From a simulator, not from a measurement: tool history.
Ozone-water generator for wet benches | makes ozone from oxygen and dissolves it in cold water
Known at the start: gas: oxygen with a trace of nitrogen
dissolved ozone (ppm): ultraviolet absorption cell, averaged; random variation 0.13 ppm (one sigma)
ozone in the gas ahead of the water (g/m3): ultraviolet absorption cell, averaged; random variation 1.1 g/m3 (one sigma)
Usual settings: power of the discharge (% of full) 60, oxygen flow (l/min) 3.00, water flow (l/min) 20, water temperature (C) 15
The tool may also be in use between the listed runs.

| run | hour | power of the discharge (% of full) | oxygen flow (l/min) | water flow (l/min) | water temperature (C) | dissolved ozone (ppm) | ozone in the gas ahead of the water (g/m3) |
|---|---|---|---|---|---|---|---|
| 1 | 0.0 | 60 | 3.00 | 20 | 15 | 13.4 | 193.4 |
| 2 | 174.7 | 60 | 3.00 | 20 | 15 | 13.4 | 193.0 |
| 3 | 282.9 | 60 | 3.00 | 20 | 15 | 13.7 | 191.4 |
| 4 | 486.6 | 60 | 1.57 | 20 | 15 | 10.7 | 258.5 |
| 5 | 708.1 | 60 | 3.00 | 20 | 15 | 13.4 | 191.8 |
| 6 | 919.7 | 60 | 3.00 | 20 | 15 | 13.2 | 193.2 |
| 7 | 1100.7 | 60 | 3.00 | 20 | 15 | 13.2 | 193.3 |
| 8 | 1253.5 | 60 | 3.00 | 20 | 9 | 14.0 | 189.1 |
| 9 | 1343.5 | 60 | 3.00 | 20 | 9 | 13.9 | 189.9 |
| 10 | 1490.2 | 59 | 3.00 | 16 | 15 | 16.2 | 185.8 |
| 11 | 1591.6 | 67 | 3.43 | 21 | 8 | 14.6 | 191.2 |
| 12 | 1782.9 | 67 | 3.43 | 21 | 8 | 14.6 | 191.6 |
| 13 | 2004.6 | 67 | 3.43 | 21 | 8 | 14.6 | 192.2 |
| 14 | 2215.7 | 51 | 3.43 | 18 | 8 | 14.3 | 159.5 |
| 15 | 2398.4 | 51 | 3.43 | 18 | 8 | 14.3 | 157.6 |
| 16 | 2542.8 | 51 | 3.43 | 18 | 8 | 14.5 | 157.0 |
| 17 | 2680.5 | 44 | 1.95 | 18 | 17 | 10.3 | 185.4 |

3 ways to go on from here, each from the tool as it stands after run 17. What would each give?
| A | 2809.0 | 69 | 2.01 | 20 | 15 | ? | ? |
| B | 2809.0 | 99 | 1.81 | 18 | 17 | ? | ? |
| C | 2809.0 | 95 | 5.07 | 14 | 17 | ? | ? |

| run | dissolved ozone (ppm) | ozone in the gas ahead of the water (g/m3) |
|---|---|---|
| A | 12.3 | 244.7 |
| B | 17.1 | 323.2 |
| C | 24.9 | 198.8 |
Without the tool's hidden state the same runs would have given:
| run | dissolved ozone (ppm) | ozone in the gas ahead of the water (g/m3) |
|---|---|---|
| A | 13.8 | 260.0 |
| B | 19.3 | 348.5 |
| C | 27.9 | 214.0 |

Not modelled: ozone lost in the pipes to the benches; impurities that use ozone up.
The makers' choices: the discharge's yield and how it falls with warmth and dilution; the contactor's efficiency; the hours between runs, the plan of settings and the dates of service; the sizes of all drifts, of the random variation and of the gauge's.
